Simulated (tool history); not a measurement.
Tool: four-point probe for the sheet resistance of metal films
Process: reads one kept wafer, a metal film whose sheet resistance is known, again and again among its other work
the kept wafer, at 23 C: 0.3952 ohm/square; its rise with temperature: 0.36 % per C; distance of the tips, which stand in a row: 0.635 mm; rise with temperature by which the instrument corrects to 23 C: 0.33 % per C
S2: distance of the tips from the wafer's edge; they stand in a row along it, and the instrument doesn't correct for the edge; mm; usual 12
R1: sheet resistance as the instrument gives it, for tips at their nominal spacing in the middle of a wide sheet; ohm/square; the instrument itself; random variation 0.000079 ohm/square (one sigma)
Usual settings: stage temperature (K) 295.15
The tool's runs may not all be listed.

{"run": 1, "hour": 0.0, "stage temperature (K)": 295.15, "S2": 12, "R1": 0.394448}
{"run": 2, "hour": 132.4, "stage temperature (K)": 295.15, "S2": 12, "R1": 0.394455}
{"run": 3, "hour": 260.5, "stage temperature (K)": 295.15, "S2": 12, "R1": 0.394486}
{"run": 4, "hour": 327.5, "stage temperature (K)": 295.15, "S2": 15, "R1": 0.394305}
{"run": 5, "hour": 398.0, "stage temperature (K)": 295.15, "S2": 15, "R1": 0.394278}
{"run": 6, "hour": 516.8, "stage temperature (K)": 295.15, "S2": 12, "R1": 0.394504}
{"run": 7, "hour": 650.1, "stage temperature (K)": 295.15, "S2": 12, "R1": 0.394393}
{"hour": 656.6, "done": "stage's thermometer calibrated"}
{"run": 8, "hour": 733.5, "stage temperature (K)": 295.15, "S2": 12, "R1": 0.394766}
{"run": 9, "hour": 830.0, "stage temperature (K)": 295.15, "S2": 12, "R1": 0.394874}
{"run": 10, "hour": 891.8, "stage temperature (K)": 302.15, "S2": 48, "R1": 0.395016}
{"run": 11, "hour": 1017.9, "stage temperature (K)": 302.15, "S2": 48, "R1": 0.394972}
{"run": 12, "hour": 1120.7, "stage temperature (K)": 302.15, "S2": 14, "R1": 0.395493}
{"run": 13, "hour": 1195.2, "stage temperature (K)": 293.15, "S2": 38, "R1": 0.393826}
{"run": 14, "hour": 1267.6, "stage temperature (K)": 298.15, "S2": 3, "R1": 0.403669}
{"hour": 1331.5, "done": "stage's thermometer calibrated, once more"}
{"run": 15, "hour": 1339.2, "stage temperature (K)": 301.15, "S2": 7, "R1": 0.395193}

Forecast each of these 4 alternatives for the next run:
{"run": "A", "hour": 1460.7, "stage temperature (K)": 301.15, "S2": 35, "R1": "?"}
{"run": "B", "hour": 1460.7, "stage temperature (K)": 291.15, "S2": 11, "R1": "?"}
{"run": "C", "hour": 1460.7, "stage temperature (K)": 307.15, "S2": 20, "R1": "?"}
{"run": "D", "hour": 1460.7, "stage temperature (K)": 291.15, "S2": 12, "R1": "?"}

run=A R1=0.393481
run=B R1=0.392951
run=C R1=0.394339
run=D R1=0.392714
Without the tool's hidden state the same runs would have given:
run=A R1=0.395892
run=B R1=0.395357
run=C R1=0.396757
run=D R1=0.395118
